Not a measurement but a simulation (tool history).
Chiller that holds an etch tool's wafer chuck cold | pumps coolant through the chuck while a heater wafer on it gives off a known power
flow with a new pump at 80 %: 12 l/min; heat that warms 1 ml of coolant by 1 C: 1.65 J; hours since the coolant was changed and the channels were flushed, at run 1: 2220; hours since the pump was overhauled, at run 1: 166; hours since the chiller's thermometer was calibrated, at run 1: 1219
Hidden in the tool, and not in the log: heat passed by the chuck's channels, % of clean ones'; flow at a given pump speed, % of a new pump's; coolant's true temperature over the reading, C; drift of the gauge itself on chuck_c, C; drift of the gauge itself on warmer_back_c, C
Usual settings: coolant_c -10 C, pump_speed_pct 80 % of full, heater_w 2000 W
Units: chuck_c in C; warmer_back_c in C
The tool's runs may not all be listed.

run	hour	coolant_c	pump_speed_pct	heater_w	hours since the coolant was changed and the channels were flushed	hours since the pump was overhauled	hours since the chiller's thermometer was calibrated	chuck_c	warmer_back_c
1	0	-10	80	2000	2220	166	1219	7.1	6.08
2	44.4	-10	80	2000	2264	211	1264	7	6.09
3	68.4	-10	80	2000	2289	235	1288	7.1	6.05
4	115.2	-10	80	2000	2335	282	1335	7.2	6.1
5	139.3	-10	80	2000	2359	306	1359	7.2	6.12
6	167.6	-10	80	2000	2388	334	1387	7.2	6.1
7	210.6	-10	80	1277	2431	377	1430	1.2	3.92
8	243.8	-10	80	1277	2464	410	1463	1	3.94
# hour 253: coolant pump overhauled
9	293.3	-10	80	1277	2508	40	1508	1.2	3.95
10	325.9	-10	80	2156	2541	73	1540	8.5	6.6
11	357	-10	74	2000	2572	104	1571	8.7	6.66
12	405.9	-10	74	2000	2621	153	1620	8.7	6.68
13	454.4	-10	74	2000	2670	201	1669	8.6	6.66
14	502.3	-10	74	2000	2717	249	1717	8.6	6.68
15	534.7	-9	90	2000	2750	282	1749	6.5	5.36
# hour 553.4: coolant pump overhauled, once more
16	562.3	-10	66	2000	2772	9	1772	10.9	7.54
17	594.2	-10	66	2000	2804	41	1804	10.8	7.56
18	622.9	-5	83	1927	2833	69	1832	11.3	5.65
19	655.1	-3	99	1498	2865	102	1865	7.7	3.67
20	676.6	-3	99	1498	2887	123	1886	7.7	3.63
21	717	-3	99	1498	2927	164	1927	7.8	3.63
22	746	-10	88	1348	2956	193	1956	0.9	3.74
23	780.6	-1	76	1250	2991	227	1990	10.4	4.07

Forecast each of these 4 alternatives for the next run:
A	817	-10	96	1070	3027	264	2027	?	?
B	817	-10	60	2000	3027	264	2027	?	?
C	817	-6	93	1523	3027	264	2027	?	?
D	817	-1	90	1734	3027	264	2027	?	?

run	chuck_c	warmer_back_c
A	-2	2.67
B	12.9	8.43
C	5.6	3.95
D	12.7	4.7
Without the tool's hidden state the same runs would have given:
run	chuck_c	warmer_back_c
A	-2.6	2.64
B	11.5	8.35
C	4.7	3.91
D	11.8	4.66
